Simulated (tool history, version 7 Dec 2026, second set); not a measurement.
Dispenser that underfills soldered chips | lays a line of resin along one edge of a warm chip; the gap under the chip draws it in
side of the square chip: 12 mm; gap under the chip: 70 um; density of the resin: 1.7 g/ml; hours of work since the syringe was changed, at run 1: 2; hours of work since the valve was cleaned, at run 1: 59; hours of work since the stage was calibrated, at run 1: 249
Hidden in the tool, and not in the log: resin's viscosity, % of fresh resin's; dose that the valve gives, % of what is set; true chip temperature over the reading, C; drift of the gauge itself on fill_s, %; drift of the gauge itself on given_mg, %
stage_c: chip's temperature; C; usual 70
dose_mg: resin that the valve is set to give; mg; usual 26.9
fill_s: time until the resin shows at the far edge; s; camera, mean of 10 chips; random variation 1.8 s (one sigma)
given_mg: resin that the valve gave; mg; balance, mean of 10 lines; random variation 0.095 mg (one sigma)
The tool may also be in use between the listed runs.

| run | hour | stage_c | dose_mg | hours of work since the syringe was changed | hours of work since the valve was cleaned | hours of work since the stage was calibrated | fill_s | given_mg |
|---|---|---|---|---|---|---|---|---|
| 1 | 0 | 70 | 26.9 | 2 | 59 | 249 | 202.3 | 25.69 |
|  | 7.3 | dispensing valve cleaned and set on the balance |
|  | 8.8 | new syringe of resin |
| 2 | 15.2 | 70 | 26.9 | 4 | 5 | 258 | 240.3 | 26.98 |
|  | 20 | new syringe of resin |
| 3 | 24.7 | 70 | 26.9 | 3 | 11 | 264 | 221.9 | 26.67 |
|  | 31.1 | new syringe of resin |
| 4 | 39.5 | 71 | 26.9 | 6 | 21 | 274 | 242.1 | 26.56 |
|  | 41.5 | new syringe of resin |
| 5 | 49.4 | 71 | 25.3 | 5 | 27 | 280 | 250.6 | 24.81 |
|  | 52 | new syringe of resin |
|  | 62.3 | new syringe of resin |
| 6 | 64.1 | 56 | 26.9 | 1 | 37 | 290 | 318.9 | 26.37 |
|  | 72.8 | new syringe of resin |
| 7 | 75.8 | 56 | 26.9 | 2 | 44 | 297 | 326.9 | 26.17 |
|  | 83.6 | new syringe of resin |
| 8 | 91.3 | 56 | 26.9 | 5 | 54 | 307 | 400.7 | 25.92 |
|  | 94.7 | new syringe of resin |
| 9 | 99.4 | 70 | 26.9 | 3 | 60 | 312 | 222.6 | 25.85 |
|  | 105.4 | new syringe of resin |
|  | 106.4 | dispensing valve cleaned and set on the balance |
| 10 | 116.1 | 70 | 26.9 | 7 | 7 | 323 | 270.3 | 26.64 |
|  | 117.8 | new syringe of resin |
|  | 129.1 | new syringe of resin |
| 11 | 129.2 | 80 | 26.9 | 0 | 15 | 331 | 138.7 | 26.73 |
| 12 | 136.2 | 70 | 26.9 | 5 | 19 | 336 | 243.3 | 26.73 |
|  | 140.4 | new syringe of resin |
| 13 | 143.1 | 70 | 30.3 | 2 | 24 | 340 | 206.7 | 29.94 |
|  | 151.2 | new syringe of resin |
| 14 | 158.6 | 70 | 26.9 | 5 | 34 | 350 | 243.2 | 26.38 |
|  | 161.4 | new syringe of resin |
| 15 | 166.1 | 70 | 26.9 | 3 | 39 | 355 | 227.5 | 26.21 |
|  | 172.1 | new syringe of resin |
| 16 | 173.9 | 70 | 26.9 | 1 | 44 | 360 | 203.7 | 26.3 |
|  | 183.1 | new syringe of resin |
| 17 | 183.9 | 70 | 26.9 | 1 | 50 | 367 | 196.8 | 26.09 |
|  | 193.9 | new syringe of resin |
| 18 | 194.4 | 70 | 26.9 | 0 | 57 | 373 | 190.2 | 25.93 |
| 19 | 201.9 | 68 | 32.8 | 5 | 62 | 378 | 266.8 | 31.8 |
|  | 204.4 | new syringe of resin |
|  | 205.4 | dispensing valve cleaned and set on the balance |
| 20 | 211.3 | 68 | 32.8 | 4 | 4 | 384 | 243.1 | 32.6 |
|  | 216 | new syringe of resin |
| 21 | 220 | 58 | 22.9 | 3 | 10 | 389 | 338.8 | 22.83 |
|  | 226.7 | new syringe of resin |
| 22 | 226.7 | 61 | 27.8 | 0 | 14 | 394 | 256 | 27.6 |
| 23 | 235.9 | 55 | 24.4 | 6 | 20 | 400 | 447.9 | 24.05 |
|  | 237.2 | new syringe of resin |
| 24 | 242.4 | 55 | 24.2 | 3 | 24 | 404 | 393.8 | 23.89 |
|  | 248.4 | new syringe of resin |
| 25 | 249.8 | 80 | 26.9 | 1 | 29 | 409 | 145.9 | 26.45 |
|  | 258.7 | new syringe of resin |
| 26 | 259.8 | 80 | 26.9 | 1 | 35 | 415 | 146.7 | 26.41 |
|  | 269.5 | new syringe of resin |
| 27 | 273.8 | 80 | 26.9 | 3 | 44 | 424 | 161.7 | 26.24 |
|  | 279.9 | new syringe of resin |
| 28 | 288.5 | 84 | 26.9 | 6 | 54 | 434 | 172.7 | 25.95 |
|  | 290.5 | new syringe of resin |
| 29 | 297.9 | 76 | 27.6 | 5 | 60 | 440 | 205.8 | 26.41 |
|  | 301.8 | new syringe of resin |
|  | 303.9 | dispensing valve cleaned and set on the balance |
| 30 | 310.3 | 76 | 27.6 | 5 | 4 | 447 | 215.3 | 27.59 |
|  | 313.8 | new syringe of resin |
| 31 | 321 | 76 | 27.6 | 5 | 11 | 454 | 212.2 | 27.49 |
|  | 324.2 | new syringe of resin |
|  | 334.9 | new syringe of resin |
| 32 | 335.2 | 68 | 29.8 | 0 | 20 | 463 | 207 | 29.54 |
|  | 345.8 | new syringe of resin |
| 33 | 349.6 | 68 | 29.8 | 3 | 30 | 473 | 234.4 | 29.23 |
|  | 356.5 | new syringe of resin |
| 34 | 363.3 | 59 | 31.7 | 5 | 39 | 482 | 353.6 | 30.99 |
|  | 366.8 | new syringe of resin |
| 35 | 373.2 | 82 | 34.2 | 4 | 45 | 488 | 166.1 | 33.22 |

Measured less the same run without the tool's hidden state. The same run-to-run variation is in both; the gauge's scatter may not be:
| run | fill_s | given_mg |
|---|---|---|
| 1 | +24.9 | -1.17 |
| 2 | +61.5 | -0.08 |
| 3 | +45 | -0.19 |
| 4 | +71.4 | -0.36 |
| 5 | +76.8 | -0.43 |
| 6 | +40.3 | -0.63 |
| 7 | +53.5 | -0.77 |
| 8 | +122.6 | -0.95 |
| 9 | +46.2 | -1.04 |
| 10 | +94 | -0.05 |
| 11 | +8.9 | -0.2 |
| 12 | +68.4 | -0.28 |
| 13 | +31.2 | -0.41 |
| 14 | +68.8 | -0.54 |
| 15 | +49.4 | -0.64 |
| 16 | +27.7 | -0.73 |
| 17 | +18.5 | -0.84 |
| 18 | +15.5 | -0.95 |
| 19 | +81.7 | -1.28 |
| 20 | +61 | -0.08 |
| 21 | +68.8 | -0.14 |
| 22 | +20.4 | -0.24 |
| 23 | +156.6 | -0.32 |
| 24 | +97.5 | -0.38 |
| 25 | +17.7 | -0.51 |
| 26 | +16.2 | -0.63 |
| 27 | +32.9 | -0.8 |
| 28 | +57.9 | -0.98 |
| 29 | +61.7 | -1.1 |
| 30 | +66.6 | -0.04 |
| 31 | +63.8 | -0.16 |
| 32 | +19.9 | -0.34 |
| 33 | +44.6 | -0.53 |
| 34 | +108 | -0.74 |
| 35 | +46.5 | -0.94 |
